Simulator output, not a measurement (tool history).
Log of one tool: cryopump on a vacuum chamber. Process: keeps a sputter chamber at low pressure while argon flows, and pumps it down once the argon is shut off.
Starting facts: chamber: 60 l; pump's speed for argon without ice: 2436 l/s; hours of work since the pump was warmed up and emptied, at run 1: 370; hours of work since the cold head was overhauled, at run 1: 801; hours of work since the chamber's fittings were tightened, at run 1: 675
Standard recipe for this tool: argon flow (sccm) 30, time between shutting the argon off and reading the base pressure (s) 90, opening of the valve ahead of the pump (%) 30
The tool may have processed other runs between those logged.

run,hour,argon flow (sccm),time between shutting the argon off and reading the base pressure (s),opening of the valve ahead of the pump (%),hours of work since the pump was warmed up and emptied,hours of work since the cold head was overhauled,hours of work since the chamber's fittings were tightened,pressure while argon flows (Pa),pressure after the wait (uPa)
1,0.0,30,90,30,370,801,675,0.0752,1.06
2,43.3,30,90,30,406,837,711,0.0777,1.07
# hour 72.8: pump warmed up, emptied and cooled again
3,78.2,30,90,30,5,862,736,0.0696,0.95
4,103.1,30,90,30,25,883,756,0.0705,0.99
5,157.2,30,90,30,70,928,801,0.0706,0.97
6,201.4,30,90,30,107,964,838,0.0707,1.04
7,242.6,30,90,36,141,999,873,0.0607,1.08
8,293.4,30,90,26,184,1041,915,0.0831,1.16
9,336.2,27,90,26,219,1077,950,0.0756,1.19
10,373.0,27,90,26,250,1107,981,0.0765,1.17
11,416.6,40,90,30,286,1144,1017,0.1001,1.22
12,473.5,19,90,30,334,1191,1065,0.0472,1.29
13,520.2,19,90,30,372,1230,1104,0.0478,1.33
14,544.4,19,90,30,392,1250,1124,0.0486,1.43
# hour 587.4: pump warmed up, emptied and cooled again
15,600.6,19,90,30,11,1293,1166,0.0446,1.16
16,633.3,30,21,30,38,1320,1194,0.0709,2.66
17,675.1,50,21,30,73,1355,1228,0.1168,2.64
18,709.2,19,90,30,101,1383,1257,0.0448,1.23
19,734.3,27,44,39,122,1404,1278,0.0504,1.69
20,779.9,27,44,39,160,1442,1316,0.0507,1.74
21,803.8,30,293,45,180,1462,1335,0.0492,1.10
22,841.2,30,177,37,211,1493,1367,0.0600,1.17
23,868.5,30,177,37,234,1516,1389,0.0603,1.10
24,914.6,16,83,37,272,1554,1428,0.0332,1.44
25,947.9,16,83,37,300,1582,1455,0.0324,1.61
26,1002.8,16,83,37,346,1627,1501,0.0334,1.58
27,1029.7,38,90,27,368,1650,1523,0.1070,1.60
28,1069.6,56,78,24,401,1683,1557,0.1750,1.69
# hour 1102.9: pump warmed up, emptied and cooled again
29,1128.5,59,23,25,21,1728,1602,0.1656,2.68
30,1171.6,59,175,30,57,1764,1637,0.1394,1.17
31,1218.5,30,152,30,96,1803,1676,0.0714,1.25
32,1276.0,30,152,30,144,1851,1724,0.0726,1.40
33,1311.0,15,32,18,173,1880,1753,0.0596,2.40
34,1358.6,19,90,43,213,1919,1793,0.0334,1.63
35,1383.9,19,90,43,234,1940,1814,0.0329,1.66

Take each entry between the runs: how does the hidden state at the last listed run before it differ from the hidden state at the first listed run after it?
Between runs 2 and 3: pump warmed up, emptied and cooled again (hour 72.8)
  pump's speed, % of a pump's without ice: 74.9 -> 99.5; cold plate's temperature, K: 12.47 -> 12.48; leak into the chamber, uPa l/s: 1175 -> 1205
  measured value less the no-hidden-state value, pressure while argon flows (Pa): +0.0073 -> +0.0004; pressure after the wait (uPa): +0.50 -> +0.37
Between runs 14 and 15: pump warmed up, emptied and cooled again (hour 587.4)
  pump's speed, % of a pump's without ice: 75 -> 99.3; cold plate's temperature, K: 12.65 -> 12.67; leak into the chamber, uPa l/s: 1639 -> 1680
  measured value less the no-hidden-state value, pressure while argon flows (Pa): +0.0047 -> +0.0003; pressure after the wait (uPa): +0.81 -> +0.59
Between runs 28 and 29: pump warmed up, emptied and cooled again (hour 1102.9)
  pump's speed, % of a pump's without ice: 74.7 -> 98.6; cold plate's temperature, K: 12.84 -> 12.86; leak into the chamber, uPa l/s: 2111 -> 2162
  measured value less the no-hidden-state value, pressure while argon flows (Pa): +0.0140 -> +0.0014; pressure after the wait (uPa): +1.06 -> +0.80

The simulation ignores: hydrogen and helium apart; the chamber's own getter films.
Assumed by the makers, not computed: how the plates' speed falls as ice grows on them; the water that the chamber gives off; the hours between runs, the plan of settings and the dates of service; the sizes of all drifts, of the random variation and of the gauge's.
